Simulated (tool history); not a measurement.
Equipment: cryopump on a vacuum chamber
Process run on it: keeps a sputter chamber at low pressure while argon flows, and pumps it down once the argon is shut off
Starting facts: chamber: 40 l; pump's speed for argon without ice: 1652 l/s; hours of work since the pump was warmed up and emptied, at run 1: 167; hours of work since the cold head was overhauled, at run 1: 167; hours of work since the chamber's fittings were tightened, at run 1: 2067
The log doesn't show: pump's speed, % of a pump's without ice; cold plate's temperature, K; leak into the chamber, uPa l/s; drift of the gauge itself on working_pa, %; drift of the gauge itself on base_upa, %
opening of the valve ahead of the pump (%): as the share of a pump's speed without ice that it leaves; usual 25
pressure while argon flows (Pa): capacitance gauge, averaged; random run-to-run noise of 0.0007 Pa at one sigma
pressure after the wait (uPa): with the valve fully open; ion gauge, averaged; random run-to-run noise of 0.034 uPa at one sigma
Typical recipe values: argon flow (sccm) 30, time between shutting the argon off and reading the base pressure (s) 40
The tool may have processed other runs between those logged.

run    hour  argon flow (sccm)  time between shutting the argon off and reading the base pressure (s)  opening of the valve ahead of the pump (%)  hours of work since the pump was warmed up and emptied  hours of work since the cold head was overhauled  hours of work since the chamber's fittings were tightened  pressure while argon flows (Pa)  pressure after the wait (uPa)
  1       0                 30                                                                     40                                          25                                                     167                                               167                                                       2067                           0.1255                           2.33
  2    27.9                 30                                                                     40                                          25                                                     179                                               179                                                       2079                           0.1254                           2.34
  3    52.1                 30                                                                     40                                          25                                                     190                                               190                                                       2089                           0.1257                           2.28
  4    75.8                 30                                                                     40                                          25                                                     200                                               200                                                       2100                           0.1275                           2.26
  5   114.4                 30                                                                     40                                          25                                                     217                                               217                                                       2116                           0.1268                           2.37
  6   147.1                 30                                                                     40                                          25                                                     231                                               231                                                       2130                           0.1279                           2.42
  7   185.7                 30                                                                     40                                          25                                                     247                                               247                                                       2147                           0.1274                           2.38
  8   224.7                 30                                                                     56                                          25                                                     264                                               264                                                       2164                           0.1277                           1.88
  9   268.6                 30                                                                     56                                          25                                                     283                                               283                                                       2183                           0.1287                           1.91
 10   295.3                 42                                                                     40                                          25                                                     295                                               295                                                       2194                             0.18                           2.46
 11   329.8                 36                                                                     40                                          25                                                     310                                               310                                                       2209                           0.1555                           2.42
 12   374.4                 36                                                                     40                                          25                                                     329                                               329                                                       2228                           0.1553                           2.36
 13   405.4                 36                                                                     40                                          25                                                     342                                               342                                                       2242                           0.1561                           2.47
 14   432.8                 30                                                                     40                                          19                                                     354                                               354                                                       2254                           0.1691                            2.5
 15   477.7                 30                                                                     40                                          25                                                     373                                               373                                                       2273                            0.131                           2.49
 16   499.6                 30                                                                     40                                          25                                                     383                                               383                                                       2282                           0.1318                           2.41
 17   527.6                 30                                                                     40                                          25                                                     395                                               395                                                       2295                           0.1327                            2.5
 18   565.1                 14                                                                     24                                          25                                                     411                                               411                                                       2311                           0.0612                           3.61
 19   607.8                 54                                                                    168                                          47                                                     430                                               430                                                       2329                           0.1347                           1.25
 20   630.3                 30                                                                    296                                          54                                                     439                                               439                                                       2339                           0.0677                           1.17
 21   676.8                 30                                                                     24                                          33                                                     459                                               459                                                       2359                           0.1039                           3.66
 22   722.1                 30                                                                     24                                          33                                                     479                                               479                                                       2379                           0.1042                           3.68
 23   766.5                 30                                                                     24                                          33                                                     498                                               498                                                       2398                           0.1052                           3.66
 24   801.3                 12                                                                    108                                          59                                                     513                                               513                                                       2413                           0.0262                            1.6
 25   831.9                 12                                                                    108                                          59                                                     526                                               526                                                       2426                           0.0261                           1.55
 26   866.1                 24                                                                     43                                          25                                                     541                                               541                                                       2441                           0.1098                           2.52
 27   887.3                 34                                                                     26                                          42                                                     550                                               550                                                       2450                           0.0975                           3.44
 28   934.9                 20                                                                     29                                          18                                                     571                                               571                                                       2470                           0.1238                           3.17
 29   971.6                 14                                                                     40                                          25                                                     587                                               587                                                       2486                           0.0637                            2.7
 30  1016.7                 32                                                                     46                                          16                                                     606                                               606                                                       2506                           0.2192                           2.52
 31  1042.8                 32                                                                     46                                          16                                                     617                                               617                                                       2517                            0.224                           2.52
 32  1081.9                 40                                                                    292                                          17                                                     634                                               634                                                       2534                           0.2609                           1.35
     1102.3  -- pump warmed up, emptied and cooled again
 33  1132.6                 13                                                                    156                                          24                                                      13                                               654                                                       2554                           0.0561                           1.17
 34  1156.2                 25                                                                     29                                          22                                                      23                                               664                                                       2564                           0.1165                           3.01

4 options for the next run, each taken on its own from the tool as it stands now. Forecast them:
  A  1196                 30                                                                     61                                          25                                                      40                                               681                                                       2581                                ?                              ?
  B  1196                 30                                                                    228                                          25                                                      40                                               681                                                       2581                                ?                              ?
  C  1196                 30                                                                     40                                          54                                                      40                                               681                                                       2581                                ?                              ?
  D  1196                 53                                                                     95                                          29                                                      40                                               681                                                       2581                                ?                              ?

run  pressure while argon flows (Pa)  pressure after the wait (uPa)
  A                           0.1238                           1.86
  B                           0.1247                           1.05
  C                           0.0582                           2.39
  D                           0.1893                           1.45
Stripped of hidden state, with their random variation kept, the same runs would have yielded:
run  pressure while argon flows (Pa)  pressure after the wait (uPa)
  A                           0.1227                           1.26
  B                           0.1236                           0.46
  C                           0.0571                            1.8
  D                           0.1874                           0.85
